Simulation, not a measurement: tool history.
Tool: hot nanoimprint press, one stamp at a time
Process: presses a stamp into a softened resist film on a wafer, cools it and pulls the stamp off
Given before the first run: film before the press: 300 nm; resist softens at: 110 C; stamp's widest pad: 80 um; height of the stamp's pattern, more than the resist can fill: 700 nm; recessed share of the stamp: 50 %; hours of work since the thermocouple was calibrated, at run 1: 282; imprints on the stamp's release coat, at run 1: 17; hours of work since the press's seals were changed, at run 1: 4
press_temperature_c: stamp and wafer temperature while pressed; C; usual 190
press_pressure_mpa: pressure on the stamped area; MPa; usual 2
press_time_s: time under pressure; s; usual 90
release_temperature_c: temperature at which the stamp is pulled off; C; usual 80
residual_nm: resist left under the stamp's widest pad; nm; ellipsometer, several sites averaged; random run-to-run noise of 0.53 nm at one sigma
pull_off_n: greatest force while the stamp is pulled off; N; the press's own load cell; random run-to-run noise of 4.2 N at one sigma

run     day  press_temperature_c  press_pressure_mpa  press_time_s  release_temperature_c  hours of work since the thermocouple was calibrated  imprints on the stamp's release coat  hours of work since the press's seals were changed  residual_nm  pull_off_n
  1       0                  190                   2            90                     80                                                  282                                    17                                                   4        130.7         204
  2   3.979                  190                   2            90                     80                                                  330                                   241                                                  52        133.3         222
      6.683  -- plate thermocouple calibrated
  3   7.821                  190                   2            62                     80                                                   14                                   450                                                  97        144.6         233
  4  11.792                  190                   2           128                     80                                                   62                                   674                                                 145        109.6         257
  5  15.767                  190                   2           128                     80                                                  110                                   898                                                 193        111.5         261
  6  17.775                  190                   2           128                     80                                                  134                                  1011                                                 217          112         268
  7  21.008                  190                3.14            90                     80                                                  173                                  1193                                                 256        106.5         294
  8   23.65                  190                1.83            90                     80                                                  205                                  1342                                                 288        136.2         308
  9  27.242                  190                1.83            90                     80                                                  249                                  1544                                                 332        136.9         313
 10  29.112                  190                1.83            90                     80                                                  271                                  1650                                                 354          139         337
 11  30.938                  190                   2            90                     71                                                  293                                  1752                                                 376        133.2         368
 12  32.758                  190                1.33            90                     80                                                  315                                  1855                                                 398        157.6         344
 13  35.075                  190                1.33            90                     80                                                  343                                  1985                                                 426        158.9         361
     36.733  -- plate thermocouple calibrated
 14  38.296                  190                1.33            90                     80                                                   19                                  2160                                                 464        152.3         376
 15  42.283                  190                1.33            90                     80                                                   67                                  2385                                                 512          153         403
     43.629  -- stamp cleaned and given a new release coat
 16  45.446                  187                1.44            90                     80                                                  102                                   103                                                 547        166.6         207
 17  49.104                  200                   2            90                     72                                                  147                                   309                                                 592         86.4         240
 18  52.975                  200                2.39            90                     81                                                  193                                   527                                                 639         80.7         230
 19  55.754                  200                2.39            90                     81                                                  227                                   683                                                 672         81.1         260
 20  57.571                  201                2.39           151                     81                                                  249                                   786                                                 694         61.9         260
 21  60.892                  190                2.05           125                     80                                                  289                                   973                                                 734        116.7         273
 22  64.142                  190                   2            90                     82                                                  329                                  1156                                                 774        135.9         293
     67.012  -- plate thermocouple calibrated
 23  67.942                  190                2.22            72                     82                                                   11                                  1363                                                 818        133.1         305
 24  70.804                  190                2.22            72                     82                                                   46                                  1524                                                 853          134         313
 25  74.117                  190                2.22            72                     82                                                   86                                  1711                                                 893        134.8         335

Run 26 is up next; what results do you expect?
 26  76.662                  190                 1.6            72                     74                                                  117                                  1854                                                 924            ?           ?

{"run 26": {"residual_nm": 154.6, "pull_off_n": 363}}
Minus the tool's unlogged condition, the same run would have read residual_nm 149.7 nm, pull_off_n 212 N.

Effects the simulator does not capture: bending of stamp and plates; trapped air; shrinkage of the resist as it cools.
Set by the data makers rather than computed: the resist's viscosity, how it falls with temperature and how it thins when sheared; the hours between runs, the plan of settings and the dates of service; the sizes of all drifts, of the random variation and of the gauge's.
